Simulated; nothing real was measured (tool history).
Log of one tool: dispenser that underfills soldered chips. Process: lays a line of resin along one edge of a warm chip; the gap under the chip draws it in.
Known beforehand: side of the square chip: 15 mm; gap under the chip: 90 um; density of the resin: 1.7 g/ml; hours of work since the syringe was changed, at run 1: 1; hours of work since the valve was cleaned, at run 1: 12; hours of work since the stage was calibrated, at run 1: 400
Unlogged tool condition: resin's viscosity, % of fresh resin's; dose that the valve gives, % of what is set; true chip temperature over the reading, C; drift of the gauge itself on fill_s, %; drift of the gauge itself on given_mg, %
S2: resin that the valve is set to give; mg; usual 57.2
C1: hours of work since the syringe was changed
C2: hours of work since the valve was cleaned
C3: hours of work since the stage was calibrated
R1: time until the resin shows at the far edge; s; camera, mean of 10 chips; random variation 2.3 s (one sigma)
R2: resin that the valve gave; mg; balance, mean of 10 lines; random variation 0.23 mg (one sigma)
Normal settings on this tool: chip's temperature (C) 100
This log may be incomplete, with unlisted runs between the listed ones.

Run 1, day 0: usual settings; C1 1; C2 12; C3 400. Result: R1 287.8 s, R2 56.65 mg.
Run 2, day 0.467: usual settings; C1 10; C2 20; C3 408. Result: R1 479.7 s, R2 56.55 mg.
At day 0.558: new syringe of resin.
Run 3, day 0.867: usual settings; C1 6; C2 27; C3 415. Result: R1 375.1 s, R2 56.07 mg.
At day 1.183: new syringe of resin.
Run 4, day 1.583: usual settings but S2 69.4 mg; C1 7; C2 40; C3 428. Result: R1 413.1 s, R2 66.8 mg.
At day 1.804: new syringe of resin.
Run 5, day 2.317: usual settings; C1 9; C2 53; C3 441. Result: R1 471.7 s, R2 54.66 mg.
At day 2.412: new syringe of resin.
Run 6, day 2.996: usual settings; C1 10; C2 65; C3 452. Result: R1 513.5 s, R2 53.83 mg.
At day 3.05: new syringe of resin.
At day 3.242: dispensing valve cleaned and set on the balance.
Run 7, day 3.592: usual settings; C1 9; C2 6; C3 462. Result: R1 471.7 s, R2 56.42 mg.
At day 3.7: new syringe of resin.
Run 8, day 3.967: usual settings but S2 49.2 mg; C1 5; C2 13; C3 469. Result: R1 376.8 s, R2 48.89 mg.
At day 4.312: new syringe of resin.
Run 9, day 4.433: usual settings but S2 49.2 mg; C1 2; C2 21; C3 477. Result: R1 318.5 s, R2 47.92 mg.
At day 4.921: new syringe of resin.
Run 10, day 5.008: usual settings but S2 49.2 mg; C1 2; C2 31; C3 487. Result: R1 304.3 s, R2 47.76 mg.
Run 11, day 5.375: usual settings but S2 49.2 mg; C1 8; C2 38; C3 494. Result: R1 464 s, R2 47.25 mg.
At day 5.546: new syringe of resin.
Run 12, day 6.021: usual settings but S2 61.2 mg; C1 8; C2 49; C3 505. Result: R1 464.4 s, R2 58.57 mg.
At day 6.162: new syringe of resin.
Run 13, day 6.662: usual settings; C1 9; C2 60; C3 516. Result: R1 475.3 s, R2 54.1 mg.
At day 6.771: new syringe of resin.
At day 7.167: dispensing valve cleaned and set on the balance.
At day 7.412: new syringe of resin.
Run 14, day 7.412: usual settings; C1 0; C2 4; C3 528. Result: R1 273.2 s, R2 57.01 mg.
At day 8.038: new syringe of resin.
Run 15, day 8.067: usual settings; C1 0; C2 16; C3 540. Result: R1 275.7 s, R2 56.29 mg.
Run 16, day 8.542: usual settings; C1 9; C2 24; C3 548. Result: R1 474.3 s, R2 55.88 mg.
At day 8.654: new syringe of resin.
Run 17, day 8.938: usual settings; C1 5; C2 31; C3 555. Result: R1 379.2 s, R2 55.66 mg.
At day 9.279: new syringe of resin.
Run 18, day 9.688: usual settings but chip's temperature (C) 95, S2 53.5 mg; C1 7; C2 44; C3 568. Result: R1 565.9 s, R2 51.4 mg.
At day 9.917: new syringe of resin.
Run 19, day 10.433: usual settings but chip's temperature (C) 95, S2 53.5 mg; C1 9; C2 57; C3 582. Result: R1 618.5 s, R2 50.82 mg.
At day 10.546: new syringe of resin.
Run 20, day 10.962: usual settings but S2 68.1 mg; C1 7; C2 67; C3 591. Result: R1 440.6 s, R2 63.74 mg.
At day 11.054: dispensing valve cleaned and set on the balance.
At day 11.217: new syringe of resin.
Run 21, day 11.6: usual settings but chip's temperature (C) 113, S2 61.1 mg; C1 7; C2 10; C3 601. Result: R1 241.7 s, R2 60.38 mg.
At day 11.829: new syringe of resin.
Run 22, day 12.058: usual settings but chip's temperature (C) 88, S2 65 mg; C1 4; C2 18; C3 609. Result: R1 630.3 s, R2 64.54 mg.
At day 12.438: new syringe of resin.
Run 23, day 12.792: usual settings but chip's temperature (C) 94, S2 51.5 mg; C1 6; C2 30; C3 622. Result: R1 547.1 s, R2 50.23 mg.
At day 13.038: new syringe of resin.
Run 24, day 13.267: usual settings but chip's temperature (C) 113, S2 51.6 mg; C1 4; C2 39; C3 631. Result: R1 209.1 s, R2 50.15 mg.
At day 13.683: new syringe of resin.
Run 25, day 13.812: usual settings but chip's temperature (C) 113, S2 51.6 mg; C1 2; C2 48; C3 640. Result: R1 189.6 s, R2 49.73 mg.
At day 14.333: new syringe of resin.
Run 26, day 14.379: usual settings but chip's temperature (C) 113, S2 51.6 mg; C1 1; C2 58; C3 650. Result: R1 173.3 s, R2 49.23 mg.
At day 14.954: new syringe of resin.
At day 14.996: dispensing valve cleaned and set on the balance.
Run 27, day 15.117: usual settings but chip's temperature (C) 114, S2 55.4 mg; C1 2; C2 2; C3 662. Result: R1 178.1 s, R2 55.23 mg.
Run 28, day 15.512: usual settings but chip's temperature (C) 106, S2 50.1 mg; C1 9; C2 9; C3 669. Result: R1 396.4 s, R2 49.76 mg.
At day 15.654: new syringe of resin.
Run 29, day 15.967: usual settings but chip's temperature (C) 112, S2 70.4 mg; C1 6; C2 17; C3 677. Result: R1 236.2 s, R2 69.12 mg.
At day 16.288: new syringe of resin.
Run 30, day 16.396: usual settings but chip's temperature (C) 99, S2 64.3 mg; C1 2; C2 25; C3 685. Result: R1 347.8 s, R2 62.79 mg.
At day 16.892: new syringe of resin.
Run 31, day 17.038: usual settings but chip's temperature (C) 87, S2 50.7 mg; C1 3; C2 36; C3 696. Result: R1 653.8 s, R2 49.3 mg.
Run 32, day 17.396: usual settings but chip's temperature (C) 94, S2 50.7 mg; C1 9; C2 42; C3 702. Result: R1 698.9 s, R2 48.68 mg.
At day 17.529: new syringe of resin.
Run 33, day 17.883: usual settings but S2 62.2 mg; C1 6; C2 51; C3 711. Result: R1 433.3 s, R2 59.09 mg.

Subtracting, for every run, the result it would have given without the tool's unlogged condition from the measured result gives the following. The same run-to-run variation enters both numbers; the gauge's scatter may not:
run      R1     R2
  1     +62  -0.65
  2  +255.6  -1.06
  3  +148.9  -1.42
  4  +186.8  -2.49
  5  +244.8  -2.66
  6  +284.1   -3.2
  7  +243.1  -0.49
  8  +143.6   -0.7
  9   +86.4  -1.06
 10   +72.9  -1.51
 11  +229.4  -1.77
 12  +236.9  -2.83
 13  +248.5  -3.23
 14   +44.6  -0.31
 15   +50.8   -0.9
 16  +246.1  -1.31
 17  +150.9  -1.68
 18  +275.8  -2.18
 19  +335.7   -2.8
 20    +218  -4.09
 21  +113.4  -0.39
 22  +244.9   -0.9
 23  +252.7  -1.31
 24   +78.3  -1.69
 25   +59.2  -2.16
 26     +43  -2.63
 27   +53.5  -0.12
 28  +219.5  -0.42
 29  +102.1   -1.1
 30  +107.1  -1.43
 31  +233.5  -1.59
 32  +392.8  -1.85
 33  +211.3  -2.72
